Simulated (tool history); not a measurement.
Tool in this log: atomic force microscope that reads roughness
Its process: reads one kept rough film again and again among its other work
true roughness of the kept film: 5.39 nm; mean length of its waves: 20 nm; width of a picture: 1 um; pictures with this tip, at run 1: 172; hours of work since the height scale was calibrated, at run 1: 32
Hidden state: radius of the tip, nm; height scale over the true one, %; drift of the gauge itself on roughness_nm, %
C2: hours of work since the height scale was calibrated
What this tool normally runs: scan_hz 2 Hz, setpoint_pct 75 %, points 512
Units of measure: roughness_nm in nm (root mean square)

run 1 hour=0 | scan_hz=2 setpoint_pct=75 points=512 | pictures_with_this_tip=172 C2=32 | roughness_nm=2.95
run 2 hour=9.5 | scan_hz=2 setpoint_pct=75 points=512 | pictures_with_this_tip=182 C2=37 | roughness_nm=2.972
run 3 hour=19 | scan_hz=2 setpoint_pct=75 points=512 | pictures_with_this_tip=191 C2=42 | roughness_nm=2.955
run 4 hour=29.9 | scan_hz=2 setpoint_pct=75 points=512 | pictures_with_this_tip=203 C2=48 | roughness_nm=2.973
run 5 hour=41.5 | scan_hz=2 setpoint_pct=75 points=512 | pictures_with_this_tip=215 C2=54 | roughness_nm=2.969
run 6 hour=54.4 | scan_hz=2 setpoint_pct=75 points=512 | pictures_with_this_tip=228 C2=61 | roughness_nm=2.966
run 7 hour=68.8 | scan_hz=2 setpoint_pct=87 points=512 | pictures_with_this_tip=243 C2=68 | roughness_nm=2.638
run 8 hour=83.7 | scan_hz=2 setpoint_pct=75 points=512 | pictures_with_this_tip=259 C2=76 | roughness_nm=2.957
run 9 hour=92 | scan_hz=0.65 setpoint_pct=75 points=512 | pictures_with_this_tip=268 C2=80 | roughness_nm=3.305
run 10 hour=99.7 | scan_hz=2 setpoint_pct=75 points=512 | pictures_with_this_tip=276 C2=84 | roughness_nm=2.97
-- hour=109.9 new tip fitted
run 11 hour=110.6 | scan_hz=2 setpoint_pct=75 points=512 | pictures_with_this_tip=0 C2=90 | roughness_nm=2.973
run 12 hour=119.2 | scan_hz=2 setpoint_pct=75 points=512 | pictures_with_this_tip=9 C2=94 | roughness_nm=2.971
run 13 hour=133.3 | scan_hz=2 setpoint_pct=75 points=512 | pictures_with_this_tip=24 C2=102 | roughness_nm=2.962
run 14 hour=140.8 | scan_hz=2 setpoint_pct=75 points=512 | pictures_with_this_tip=32 C2=106 | roughness_nm=2.947
run 15 hour=154 | scan_hz=2 setpoint_pct=75 points=512 | pictures_with_this_tip=46 C2=113 | roughness_nm=2.968
run 16 hour=163.8 | scan_hz=1.8 setpoint_pct=75 points=359 | pictures_with_this_tip=56 C2=118 | roughness_nm=2.986
run 17 hour=176.9 | scan_hz=0.96 setpoint_pct=55 points=772 | pictures_with_this_tip=70 C2=125 | roughness_nm=3.397
run 18 hour=192.1 | scan_hz=2 setpoint_pct=69 points=536 | pictures_with_this_tip=85 C2=133 | roughness_nm=3.088
run 19 hour=205.4 | scan_hz=2 setpoint_pct=69 points=536 | pictures_with_this_tip=99 C2=139 | roughness_nm=3.08
run 20 hour=218 | scan_hz=2 setpoint_pct=69 points=536 | pictures_with_this_tip=112 C2=146 | roughness_nm=3.095
run 21 hour=235.6 | scan_hz=2 setpoint_pct=69 points=536 | pictures_with_this_tip=131 C2=155 | roughness_nm=3.104
run 22 hour=247.5 | scan_hz=2.2 setpoint_pct=79 points=567 | pictures_with_this_tip=143 C2=161 | roughness_nm=2.819
run 23 hour=257.4 | scan_hz=1.66 setpoint_pct=83 points=459 | pictures_with_this_tip=153 C2=167 | roughness_nm=2.86
run 24 hour=265.8 | scan_hz=3.94 setpoint_pct=75 points=953 | pictures_with_this_tip=162 C2=171 | roughness_nm=2.597
run 25 hour=277.7 | scan_hz=3.59 setpoint_pct=76 points=366 | pictures_with_this_tip=175 C2=177 | roughness_nm=2.591
run 26 hour=291 | scan_hz=2 setpoint_pct=88 points=532 | pictures_with_this_tip=188 C2=184 | roughness_nm=2.603
run 27 hour=305.7 | scan_hz=2 setpoint_pct=88 points=532 | pictures_with_this_tip=204 C2=192 | roughness_nm=2.618
run 28 hour=318.3 | scan_hz=2 setpoint_pct=75 points=532 | pictures_with_this_tip=217 C2=199 | roughness_nm=2.945
run 29 hour=335.6 | scan_hz=2.57 setpoint_pct=69 points=945 | pictures_with_this_tip=235 C2=208 | roughness_nm=3.013

Below are 3 alternative next runs, each starting from the tool's condition after run 29. Predict each:
run A hour=351.6 | scan_hz=2.57 setpoint_pct=69 points=410 | pictures_with_this_tip=252 C2=216 | roughness_nm=?
run B hour=351.6 | scan_hz=2.57 setpoint_pct=87 points=945 | pictures_with_this_tip=252 C2=216 | roughness_nm=?
run C hour=351.6 | scan_hz=1.06 setpoint_pct=69 points=315 | pictures_with_this_tip=252 C2=216 | roughness_nm=?

run=A roughness_nm=2.961
run=B roughness_nm=2.477
run=C roughness_nm=3.206
The same runs, with their run-to-run variation unchanged, on a tool lacking any hidden condition would have given:
run=A roughness_nm=2.973
run=B roughness_nm=2.487
run=C roughness_nm=3.22
